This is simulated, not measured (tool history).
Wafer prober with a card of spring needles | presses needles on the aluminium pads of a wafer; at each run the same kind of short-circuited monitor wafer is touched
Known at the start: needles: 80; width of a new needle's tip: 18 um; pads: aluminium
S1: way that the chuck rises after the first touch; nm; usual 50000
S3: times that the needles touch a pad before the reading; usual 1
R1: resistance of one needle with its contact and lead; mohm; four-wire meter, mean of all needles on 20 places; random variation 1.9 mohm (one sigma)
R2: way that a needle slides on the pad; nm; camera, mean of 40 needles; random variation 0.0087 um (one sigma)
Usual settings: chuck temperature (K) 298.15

run 1 hour=0 | S1=50000 chuck_temperature_(K)=298.15 S3=1 | R1=343 R2=9032
-- hour=15.9 tips cleaned on abrasive film
-- hour=42.2 tips cleaned on abrasive film
run 2 hour=60 | S1=50000 chuck_temperature_(K)=298.15 S3=1 | R1=448 R2=9020
-- hour=65.9 tips cleaned on abrasive film
-- hour=93 tips cleaned on abrasive film
-- hour=120.8 tips cleaned on abrasive film
-- hour=148.2 tips cleaned on abrasive film
run 3 hour=152.9 | S1=50000 chuck_temperature_(K)=298.15 S3=1 | R1=299 R2=8979
-- hour=175 tips cleaned on abrasive film
-- hour=201.3 tips cleaned on abrasive film
run 4 hour=208.6 | S1=50000 chuck_temperature_(K)=298.15 S3=1 | R1=341 R2=8949
-- hour=229.4 tips cleaned on abrasive film
-- hour=258.2 tips cleaned on abrasive film
-- hour=287.2 tips cleaned on abrasive film
run 5 hour=293.7 | S1=50000 chuck_temperature_(K)=298.15 S3=1 | R1=330 R2=8935
-- hour=310.6 tips cleaned on abrasive film
-- hour=339.7 tips cleaned on abrasive film
-- hour=367.5 tips cleaned on abrasive film
run 6 hour=377.7 | S1=50000 chuck_temperature_(K)=298.15 S3=1 | R1=387 R2=8900
-- hour=395.3 tips cleaned on abrasive film
-- hour=419.2 tips cleaned on abrasive film
run 7 hour=419.2 | S1=50000 chuck_temperature_(K)=298.15 S3=1 | R1=237 R2=8874
-- hour=447.9 tips cleaned on abrasive film
-- hour=475.7 tips cleaned on abrasive film
-- hour=476 height of the first contact set anew
-- hour=500.8 tips cleaned on abrasive film
run 8 hour=500.8 | S1=50000 chuck_temperature_(K)=298.15 S3=1 | R1=225 R2=9042
-- hour=528.3 tips cleaned on abrasive film
-- hour=551.6 tips cleaned on abrasive film
run 9 hour=552.4 | S1=50000 chuck_temperature_(K)=298.15 S3=1 | R1=259 R2=9002
-- hour=575.3 tips cleaned on abrasive film
-- hour=598.6 tips cleaned on abrasive film
run 10 hour=600.5 | S1=50000 chuck_temperature_(K)=298.15 S3=1 | R1=259 R2=8980
-- hour=623.7 tips cleaned on abrasive film
-- hour=652.9 tips cleaned on abrasive film
run 11 hour=665.3 | S1=50000 chuck_temperature_(K)=298.15 S3=1 | R1=387 R2=8965
-- hour=677 tips cleaned on abrasive film
-- hour=700.3 tips cleaned on abrasive film
-- hour=728.9 tips cleaned on abrasive film
run 12 hour=750.4 | S1=50000 chuck_temperature_(K)=298.15 S3=1 | R1=466 R2=8961
-- hour=756.3 tips cleaned on abrasive film
-- hour=783.9 tips cleaned on abrasive film
run 13 hour=805.9 | S1=50000 chuck_temperature_(K)=298.15 S3=1 | R1=489 R2=8920
-- hour=811.8 tips cleaned on abrasive film
-- hour=839 tips cleaned on abrasive film
-- hour=867.4 tips cleaned on abrasive film
run 14 hour=874.9 | S1=50000 chuck_temperature_(K)=298.15 S3=2 | R1=291 R2=8901
-- hour=892.4 tips cleaned on abrasive film
-- hour=919.8 tips cleaned on abrasive film
-- hour=947.4 tips cleaned on abrasive film
run 15 hour=969.9 | S1=69000 chuck_temperature_(K)=298.15 S3=1 | R1=361 R2=12333
-- hour=975.8 tips cleaned on abrasive film
-- hour=999.1 tips cleaned on abrasive film
-- hour=999.4 height of the first contact set anew
-- hour=1022.8 tips cleaned on abrasive film
-- hour=1046.2 tips cleaned on abrasive film
run 16 hour=1058.1 | S1=69000 chuck_temperature_(K)=298.15 S3=1 | R1=296 R2=12449
-- hour=1069.8 tips cleaned on abrasive film
-- hour=1093.1 tips cleaned on abrasive film
-- hour=1120.1 tips cleaned on abrasive film
run 17 hour=1122.3 | S1=65000 chuck_temperature_(K)=328.15 S3=2 | R1=235 R2=11723
-- hour=1144.6 tips cleaned on abrasive film
-- hour=1172.9 tips cleaned on abrasive film
-- hour=1196.2 tips cleaned on abrasive film
run 18 hour=1210.3 | S1=65000 chuck_temperature_(K)=328.15 S3=2 | R1=287 R2=11685
-- hour=1221.7 tips cleaned on abrasive film
-- hour=1246.8 tips cleaned on abrasive film
-- hour=1274.3 tips cleaned on abrasive film
run 19 hour=1293.9 | S1=50000 chuck_temperature_(K)=372.15 S3=2 | R1=371 R2=8956
-- hour=1298.1 tips cleaned on abrasive film
-- hour=1324.1 tips cleaned on abrasive film
-- hour=1347.4 tips cleaned on abrasive film
-- hour=1370.8 tips cleaned on abrasive film
run 20 hour=1392.4 | S1=49000 chuck_temperature_(K)=298.15 S3=2 | R1=376 R2=8722
-- hour=1398 tips cleaned on abrasive film
-- hour=1425.4 tips cleaned on abrasive film
run 21 hour=1435 | S1=30000 chuck_temperature_(K)=386.15 S3=2 | R1=496 R2=5291
-- hour=1451.3 tips cleaned on abrasive film
-- hour=1479.3 tips cleaned on abrasive film
run 22 hour=1483.7 | S1=50000 chuck_temperature_(K)=338.15 S3=1 | R1=327 R2=8887
-- hour=1505.3 tips cleaned on abrasive film
-- hour=1522.2 height of the first contact set anew
-- hour=1532.5 tips cleaned on abrasive film
-- hour=1560 tips cleaned on abrasive film
run 23 hour=1568.7 | S1=50000 chuck_temperature_(K)=298.15 S3=1 | R1=372 R2=9017
-- hour=1585.6 tips cleaned on abrasive film
-- hour=1609.8 tips cleaned on abrasive film
run 24 hour=1613.9 | S1=50000 chuck_temperature_(K)=298.15 S3=3 | R1=251 R2=9028
-- hour=1635.8 tips cleaned on abrasive film
-- hour=1664.4 tips cleaned on abrasive film
-- hour=1690.5 tips cleaned on abrasive film
run 25 hour=1692.6 | S1=69000 chuck_temperature_(K)=322.15 S3=1 | R1=241 R2=12431
-- hour=1715.9 tips cleaned on abrasive film
-- hour=1739.3 tips cleaned on abrasive film
run 26 hour=1748.8 | S1=41000 chuck_temperature_(K)=298.15 S3=1 | R1=462 R2=7357
-- hour=1766.3 tips cleaned on abrasive film
-- hour=1794.3 tips cleaned on abrasive film
run 27 hour=1806 | S1=41000 chuck_temperature_(K)=362.15 S3=1 | R1=481 R2=7353
-- hour=1821.6 tips cleaned on abrasive film
-- hour=1849.3 tips cleaned on abrasive film
-- hour=1877.1 tips cleaned on abrasive film
run 28 hour=1884.1 | S1=41000 chuck_temperature_(K)=362.15 S3=1 | R1=432 R2=7296

Forecast each of these 4 alternatives for the next run:
-- hour=1904.7 tips cleaned on abrasive film
-- hour=1933.2 tips cleaned on abrasive film
run A hour=1938.2 | S1=50000 chuck_temperature_(K)=312.15 S3=1 | R1=? R2=?
-- hour=1904.7 tips cleaned on abrasive film
-- hour=1933.2 tips cleaned on abrasive film
run B hour=1938.2 | S1=36000 chuck_temperature_(K)=319.15 S3=3 | R1=? R2=?
-- hour=1904.7 tips cleaned on abrasive film
-- hour=1933.2 tips cleaned on abrasive film
run C hour=1938.2 | S1=47000 chuck_temperature_(K)=298.15 S3=1 | R1=? R2=?
-- hour=1904.7 tips cleaned on abrasive film
-- hour=1933.2 tips cleaned on abrasive film
run D hour=1938.2 | S1=34000 chuck_temperature_(K)=298.15 S3=2 | R1=? R2=?

run=A R1=322 R2=8927
run=B R1=305 R2=6398
run=C R1=332 R2=8381
run=D R1=359 R2=6024
Without the tool's hidden state the same runs would have given:
run=A R1=213 R2=9039
run=B R1=228 R2=6510
run=C R1=210 R2=8493
run=D R1=220 R2=6135

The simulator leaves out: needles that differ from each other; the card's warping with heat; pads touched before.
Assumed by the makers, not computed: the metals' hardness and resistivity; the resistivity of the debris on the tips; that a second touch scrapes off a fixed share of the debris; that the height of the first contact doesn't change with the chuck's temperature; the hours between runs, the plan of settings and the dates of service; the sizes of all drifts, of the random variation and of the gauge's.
